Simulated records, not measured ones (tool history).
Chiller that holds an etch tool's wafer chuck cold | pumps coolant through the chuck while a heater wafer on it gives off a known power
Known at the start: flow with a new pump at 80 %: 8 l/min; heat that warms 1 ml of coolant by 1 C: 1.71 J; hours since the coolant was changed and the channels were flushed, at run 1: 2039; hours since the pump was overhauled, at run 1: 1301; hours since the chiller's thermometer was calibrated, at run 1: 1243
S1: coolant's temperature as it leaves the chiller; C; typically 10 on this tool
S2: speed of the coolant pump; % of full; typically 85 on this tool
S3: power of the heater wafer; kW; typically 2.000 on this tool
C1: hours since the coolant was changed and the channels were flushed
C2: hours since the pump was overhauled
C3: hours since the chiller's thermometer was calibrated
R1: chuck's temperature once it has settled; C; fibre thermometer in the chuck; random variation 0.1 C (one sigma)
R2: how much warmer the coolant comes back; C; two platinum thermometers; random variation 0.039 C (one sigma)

run 1 hour=0.0 | S1=10 S2=85 S3=2.000 | C1=2039 C2=1301 C3=1243 | R1=35.5 R2=8.46
run 2 hour=27.3 | S1=10 S2=85 S3=2.000 | C1=2066 C2=1329 C3=1270 | R1=35.6 R2=8.44
run 3 hour=66.1 | S1=10 S2=85 S3=2.000 | C1=2105 C2=1367 C3=1309 | R1=35.4 R2=8.46
run 4 hour=99.3 | S1=9 S2=85 S3=2.000 | C1=2138 C2=1401 C3=1342 | R1=34.4 R2=8.55
run 5 hour=119.6 | S1=9 S2=85 S3=2.000 | C1=2159 C2=1421 C3=1363 | R1=34.6 R2=8.47
run 6 hour=144.4 | S1=10 S2=85 S3=2.000 | C1=2183 C2=1446 C3=1388 | R1=35.4 R2=8.51
run 7 hour=168.5 | S1=10 S2=85 S3=2.000 | C1=2208 C2=1470 C3=1412 | R1=35.6 R2=8.57
run 8 hour=205.1 | S1=10 S2=85 S3=2.000 | C1=2244 C2=1506 C3=1448 | R1=35.6 R2=8.59
run 9 hour=234.7 | S1=10 S2=85 S3=2.387 | C1=2274 C2=1536 C3=1478 | R1=40.5 R2=10.16
run 10 hour=280.8 | S1=10 S2=85 S3=2.387 | C1=2320 C2=1582 C3=1524 | R1=40.7 R2=10.22
run 11 hour=302.9 | S1=5 S2=85 S3=2.000 | C1=2342 C2=1604 C3=1546 | R1=30.8 R2=8.53
run 12 hour=332.4 | S1=5 S2=85 S3=2.000 | C1=2371 C2=1634 C3=1576 | R1=30.9 R2=8.44
run 13 hour=362.9 | S1=5 S2=85 S3=2.000 | C1=2402 C2=1664 C3=1606 | R1=30.9 R2=8.48
run 14 hour=381.5 | S1=10 S2=85 S3=2.714 | C1=2421 C2=1683 C3=1625 | R1=44.9 R2=11.63
-- hour=386.6 chiller's thermometer calibrated
run 15 hour=414.7 | S1=10 S2=85 S3=2.714 | C1=2453 C2=1715 C3=28 | R1=45.1 R2=11.73
run 16 hour=457.8 | S1=10 S2=85 S3=2.889 | C1=2496 C2=1758 C3=71 | R1=47.4 R2=12.43
run 17 hour=500.0 | S1=14 S2=85 S3=2.498 | C1=2538 C2=1800 C3=113 | R1=46.4 R2=10.73
run 18 hour=543.6 | S1=10 S2=69 S3=2.498 | C1=2582 C2=1844 C3=157 | R1=47.3 R2=13.29
-- hour=566.5 chiller's thermometer calibrated, once more
run 19 hour=566.5 | S1=10 S2=69 S3=2.498 | C1=2604 C2=1866 C3=0 | R1=46.7 R2=13.23
run 20 hour=608.9 | S1=18 S2=98 S3=2.396 | C1=2646 C2=1908 C3=42 | R1=46.1 R2=8.98
run 21 hour=646.2 | S1=10 S2=70 S3=1.364 | C1=2683 C2=1946 C3=80 | R1=30.1 R2=7.14
run 22 hour=668.9 | S1=12 S2=89 S3=1.998 | C1=2706 C2=1968 C3=102 | R1=37.0 R2=8.22
run 23 hour=701.3 | S1=10 S2=89 S3=1.298 | C1=2738 C2=2001 C3=135 | R1=26.4 R2=5.36
run 24 hour=728.7 | S1=10 S2=89 S3=1.298 | C1=2766 C2=2028 C3=162 | R1=26.3 R2=5.33
run 25 hour=755.1 | S1=17 S2=91 S3=2.000 | C1=2792 C2=2055 C3=189 | R1=41.7 R2=8.04
run 26 hour=779.9 | S1=17 S2=80 S3=2.109 | C1=2817 C2=2079 C3=213 | R1=45.7 R2=9.72
run 27 hour=816.7 | S1=18 S2=74 S3=2.000 | C1=2854 C2=2116 C3=250 | R1=46.2 R2=9.90
run 28 hour=847.6 | S1=8 S2=85 S3=2.000 | C1=2885 C2=2147 C3=281 | R1=33.9 R2=8.71
run 29 hour=870.1 | S1=2 S2=80 S3=2.211 | C1=2907 C2=2169 C3=304 | R1=31.6 R2=10.24
run 30 hour=908.5 | S1=17 S2=68 S3=1.157 | C1=2946 C2=2208 C3=342 | R1=34.4 R2=6.33
run 31 hour=944.2 | S1=17 S2=68 S3=1.157 | C1=2981 C2=2244 C3=378 | R1=34.5 R2=6.35
run 32 hour=975.5 | S1=15 S2=99 S3=2.000 | C1=3013 C2=2275 C3=409 | R1=38.8 R2=7.44

Each row is a separate what-if for the run after 32, all from the same tool condition, not one after another. Results?
run A hour=1001.9 | S1=7 S2=83 S3=1.371 | C1=3039 C2=2301 C3=435 | R1=? R2=?
run B hour=1001.9 | S1=15 S2=99 S3=1.561 | C1=3039 C2=2301 C3=435 | R1=? R2=?
run C hour=1001.9 | S1=15 S2=88 S3=2.000 | C1=3039 C2=2301 C3=435 | R1=? R2=?
run D hour=1001.9 | S1=15 S2=71 S3=2.000 | C1=3039 C2=2301 C3=435 | R1=? R2=?

run=A R1=25.1 R2=6.15
run=B R1=33.5 R2=5.86
run=C R1=40.6 R2=8.41
run=D R1=44.1 R2=10.55
Without the tool's hidden state the same runs would have given:
run=A R1=23.5 R2=5.81
run=B R1=31.9 R2=5.54
run=C R1=38.5 R2=7.95
run=D R1=41.7 R2=9.98
